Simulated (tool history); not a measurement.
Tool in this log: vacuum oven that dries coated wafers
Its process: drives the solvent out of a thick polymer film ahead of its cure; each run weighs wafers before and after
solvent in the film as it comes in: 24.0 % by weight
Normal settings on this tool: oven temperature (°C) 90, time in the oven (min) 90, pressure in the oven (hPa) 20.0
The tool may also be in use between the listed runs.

run 1 day=0.000 | oven_temperature_(°C)=90 time_in_the_oven_(min)=90 pressure_in_the_oven_(hPa)=20.0 | solvent_left_in_the_film_(%)=2.48
run 2 day=0.954 | oven_temperature_(°C)=90 time_in_the_oven_(min)=90 pressure_in_the_oven_(hPa)=20.0 | solvent_left_in_the_film_(%)=2.50
run 3 day=2.629 | oven_temperature_(°C)=90 time_in_the_oven_(min)=90 pressure_in_the_oven_(hPa)=20.0 | solvent_left_in_the_film_(%)=2.48
run 4 day=4.812 | oven_temperature_(°C)=90 time_in_the_oven_(min)=90 pressure_in_the_oven_(hPa)=20.0 | solvent_left_in_the_film_(%)=2.44
run 5 day=6.288 | oven_temperature_(°C)=90 time_in_the_oven_(min)=90 pressure_in_the_oven_(hPa)=20.0 | solvent_left_in_the_film_(%)=2.47
run 6 day=7.567 | oven_temperature_(°C)=90 time_in_the_oven_(min)=90 pressure_in_the_oven_(hPa)=20.0 | solvent_left_in_the_film_(%)=2.46
run 7 day=9.667 | oven_temperature_(°C)=90 time_in_the_oven_(min)=90 pressure_in_the_oven_(hPa)=20.0 | solvent_left_in_the_film_(%)=2.43
-- day=9.846 vacuum gauge cleaned of residue and calibrated
run 8 day=11.450 | oven_temperature_(°C)=90 time_in_the_oven_(min)=90 pressure_in_the_oven_(hPa)=20.0 | solvent_left_in_the_film_(%)=2.49
run 9 day=12.838 | oven_temperature_(°C)=90 time_in_the_oven_(min)=90 pressure_in_the_oven_(hPa)=20.0 | solvent_left_in_the_film_(%)=2.49
run 10 day=13.983 | oven_temperature_(°C)=78 time_in_the_oven_(min)=90 pressure_in_the_oven_(hPa)=20.0 | solvent_left_in_the_film_(%)=5.62
-- day=14.821 vacuum gauge cleaned of residue and calibrated, once more
run 11 day=15.896 | oven_temperature_(°C)=78 time_in_the_oven_(min)=90 pressure_in_the_oven_(hPa)=20.0 | solvent_left_in_the_film_(%)=5.59
run 12 day=17.746 | oven_temperature_(°C)=78 time_in_the_oven_(min)=90 pressure_in_the_oven_(hPa)=20.0 | solvent_left_in_the_film_(%)=5.56
run 13 day=19.312 | oven_temperature_(°C)=87 time_in_the_oven_(min)=90 pressure_in_the_oven_(hPa)=39.3 | solvent_left_in_the_film_(%)=4.30
run 14 day=20.738 | oven_temperature_(°C)=78 time_in_the_oven_(min)=130 pressure_in_the_oven_(hPa)=47.9 | solvent_left_in_the_film_(%)=6.30
run 15 day=22.404 | oven_temperature_(°C)=78 time_in_the_oven_(min)=130 pressure_in_the_oven_(hPa)=47.9 | solvent_left_in_the_film_(%)=6.26
run 16 day=23.396 | oven_temperature_(°C)=78 time_in_the_oven_(min)=130 pressure_in_the_oven_(hPa)=47.9 | solvent_left_in_the_film_(%)=6.28
run 17 day=24.529 | oven_temperature_(°C)=88 time_in_the_oven_(min)=105 pressure_in_the_oven_(hPa)=67.7 | solvent_left_in_the_film_(%)=5.36
run 18 day=25.942 | oven_temperature_(°C)=81 time_in_the_oven_(min)=137 pressure_in_the_oven_(hPa)=60.6 | solvent_left_in_the_film_(%)=6.23
run 19 day=27.729 | oven_temperature_(°C)=82 time_in_the_oven_(min)=94 pressure_in_the_oven_(hPa)=12.3 | solvent_left_in_the_film_(%)=3.55
run 20 day=29.071 | oven_temperature_(°C)=100 time_in_the_oven_(min)=90 pressure_in_the_oven_(hPa)=43.4 | solvent_left_in_the_film_(%)=2.14
run 21 day=30.350 | oven_temperature_(°C)=82 time_in_the_oven_(min)=110 pressure_in_the_oven_(hPa)=20.0 | solvent_left_in_the_film_(%)=3.39
run 22 day=31.271 | oven_temperature_(°C)=79 time_in_the_oven_(min)=54 pressure_in_the_oven_(hPa)=24.3 | solvent_left_in_the_film_(%)=8.71
run 23 day=33.225 | oven_temperature_(°C)=90 time_in_the_oven_(min)=48 pressure_in_the_oven_(hPa)=72.5 | solvent_left_in_the_film_(%)=8.13

Predict each of these 3 candidate next runs independently; none follows another, all start after run 23:
run A day=34.633 | oven_temperature_(°C)=95 time_in_the_oven_(min)=48 pressure_in_the_oven_(hPa)=59.7 | solvent_left_in_the_film_(%)=?
run B day=34.633 | oven_temperature_(°C)=102 time_in_the_oven_(min)=83 pressure_in_the_oven_(hPa)=11.4 | solvent_left_in_the_film_(%)=?
run C day=34.633 | oven_temperature_(°C)=75 time_in_the_oven_(min)=119 pressure_in_the_oven_(hPa)=17.5 | solvent_left_in_the_film_(%)=?

run=A solvent_left_in_the_film_(%)=5.78
run=B solvent_left_in_the_film_(%)=0.76
run=C solvent_left_in_the_film_(%)=4.70
Without the tool's unlogged condition, the same runs would have read:
run=A solvent_left_in_the_film_(%)=5.77
run=B solvent_left_in_the_film_(%)=0.75
run=C solvent_left_in_the_film_(%)=4.67

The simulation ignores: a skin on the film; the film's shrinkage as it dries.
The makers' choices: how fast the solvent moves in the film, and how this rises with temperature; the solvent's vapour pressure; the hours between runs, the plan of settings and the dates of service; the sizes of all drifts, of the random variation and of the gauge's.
